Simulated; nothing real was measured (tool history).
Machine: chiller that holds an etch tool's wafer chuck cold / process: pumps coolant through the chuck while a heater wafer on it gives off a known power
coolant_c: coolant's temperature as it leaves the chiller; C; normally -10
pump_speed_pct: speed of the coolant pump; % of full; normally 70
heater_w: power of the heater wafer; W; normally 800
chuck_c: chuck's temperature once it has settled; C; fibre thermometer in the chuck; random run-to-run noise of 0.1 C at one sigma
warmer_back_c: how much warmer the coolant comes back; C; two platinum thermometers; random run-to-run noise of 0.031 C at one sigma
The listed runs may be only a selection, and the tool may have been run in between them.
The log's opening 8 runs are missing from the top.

run,hour,coolant_c,pump_speed_pct,heater_w,hours since the coolant was changed and the channels were flushed,hours since the pump was overhauled,hours since the chiller's thermometer was calibrated,chuck_c,warmer_back_c
9,584.8,-10,70,800,7647,4621,1364,-4.3,2.81
10,676.1,-10,70,800,7738,4713,1456,-4.5,2.77
11,746,-11,70,800,7808,4783,1526,-5.5,2.85
12,835.4,-11,70,800,7898,4872,1615,-5.4,2.79
13,917,-11,70,800,7979,4954,1696,-5.3,2.79
14,1002.2,-11,70,800,8064,5039,1782,-5.3,2.82
15,1066.6,-11,70,800,8129,5103,1846,-5.3,2.81
16,1168.7,-11,70,800,8231,5205,1948,-5.3,2.87
17,1250.1,-1,70,856,8312,5287,2030,5.1,2.98
# hour 1341.5: chiller's thermometer calibrated
18,1359.5,-1,70,856,8421,5395,18,5,2.96
19,1440.6,-12,89,411,8502,5476,99,-9.6,1.13
20,1563.1,-19,70,411,8624,5599,222,-16.1,1.43
21,1631.6,-8,70,466,8693,5667,290,-4.8,1.65
22,1690.2,-10,70,415,8751,5726,349,-7.1,1.49
23,1766.7,-10,70,415,8828,5802,425,-6.9,1.44
24,1845.5,0,74,800,8907,5881,504,5.6,2.68
25,1946,-9,73,499,9007,5982,605,-5.6,1.69
26,2027.2,-9,86,500,9088,6063,686,-6.1,1.35
27,2090.2,-5,77,554,9151,6126,749,-1.4,1.71

Run 28 comes next. What will it give?
28,2206.6,-5,77,554,9268,6242,865,?,?

Run 28 yielded chuck_c -1.2 C, warmer_back_c 1.71 C.
If the tool had no hidden condition, the same run with the same run-to-run variation would have returned chuck_c -1.2 C, warmer_back_c 1.71 C.
